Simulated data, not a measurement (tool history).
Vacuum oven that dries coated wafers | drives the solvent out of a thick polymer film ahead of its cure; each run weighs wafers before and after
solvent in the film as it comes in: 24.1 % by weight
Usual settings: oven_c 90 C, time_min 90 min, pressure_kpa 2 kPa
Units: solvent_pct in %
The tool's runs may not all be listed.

run	hour	oven_c	time_min	pressure_kpa	solvent_pct
1	0	90	90	2	2.12
2	16.5	90	90	2	2.09
3	31.8	90	90	2	2.09
4	39.6	90	90	2	2.11
5	49.2	90	90	2	2.07
6	63.9	99	90	2	0.66
7	77.9	99	90	2	0.6
8	91.5	99	90	2	0.68
9	99.9	99	90	2	0.7
10	107	90	62	2	3.79
11	114.3	95	90	1.75	1
12	127.4	87	53	1.75	6.14
13	141.4	75	46	2.94	13.8
14	152.1	82	90	3.9	6.11
15	168.9	90	138	2.06	1.13
16	182.9	90	77	5.3	3.76
17	198.8	90	66	1.35	3.29
18	212.5	90	66	1.35	3.21
19	224.7	93	66	4.34	3.02

Forecast each of these 4 alternatives for the next run:
A	235.4	95	90	2	?
B	235.4	81	66	1.34	?
C	235.4	90	90	2.96	?
D	235.4	81	121	2.05	?

run	solvent_pct
A	0.98
B	7.78
C	2.44
D	4.15
Without the tool's hidden state the same runs would have given:
run	solvent_pct
A	0.96
B	7.85
C	2.45
D	4.19
